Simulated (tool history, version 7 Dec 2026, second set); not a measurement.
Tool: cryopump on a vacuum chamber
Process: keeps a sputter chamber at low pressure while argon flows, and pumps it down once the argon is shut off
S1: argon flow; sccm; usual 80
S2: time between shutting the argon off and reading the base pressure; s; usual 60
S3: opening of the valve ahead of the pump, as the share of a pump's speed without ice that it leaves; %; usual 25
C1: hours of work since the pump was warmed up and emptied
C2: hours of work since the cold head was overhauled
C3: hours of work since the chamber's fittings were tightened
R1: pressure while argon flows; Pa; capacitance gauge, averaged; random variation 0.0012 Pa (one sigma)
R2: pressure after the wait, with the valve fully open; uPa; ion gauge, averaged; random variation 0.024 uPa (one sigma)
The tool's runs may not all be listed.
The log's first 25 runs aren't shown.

run 26 day=12.138 | S1=82 S2=60 S3=25 | C1=226 C2=226 C3=276 | R1=0.291 R2=1.11
run 27 day=12.488 | S1=85 S2=48 S3=37 | C1=230 C2=230 C3=280 | R1=0.2054 R2=1.35
run 28 day=13.029 | S1=85 S2=41 S3=37 | C1=235 C2=235 C3=285 | R1=0.2046 R2=1.46
run 29 day=13.65 | S1=38 S2=127 S3=33 | C1=242 C2=242 C3=292 | R1=0.103 R2=0.75
run 30 day=14.367 | S1=38 S2=127 S3=33 | C1=249 C2=249 C3=299 | R1=0.1031 R2=0.73
run 31 day=14.95 | S1=38 S2=127 S3=33 | C1=255 C2=255 C3=305 | R1=0.1022 R2=0.72
run 32 day=15.662 | S1=38 S2=127 S3=33 | C1=263 C2=263 C3=313 | R1=0.1031 R2=0.78
run 33 day=16.262 | S1=35 S2=131 S3=18 | C1=269 C2=269 C3=319 | R1=0.1713 R2=0.7
run 34 day=16.65 | S1=35 S2=131 S3=18 | C1=273 C2=273 C3=323 | R1=0.1732 R2=0.74

Forecast each of these 3 alternatives for the next run:
run A day=17.146 | S1=93 S2=26 S3=18 | C1=278 C2=278 C3=328 | R1=? R2=?
run B day=17.146 | S1=102 S2=131 S3=27 | C1=278 C2=278 C3=328 | R1=? R2=?
run C day=17.146 | S1=35 S2=131 S3=30 | C1=278 C2=278 C3=328 | R1=? R2=?

run=A R1=0.4544 R2=2.15
run=B R1=0.3367 R2=0.73
run=C R1=0.1047 R2=0.76
Without the tool's hidden state the same runs would have given:
run=A R1=0.4479 R2=1.92
run=B R1=0.3295 R2=0.49
run=C R1=0.1023 R2=0.51
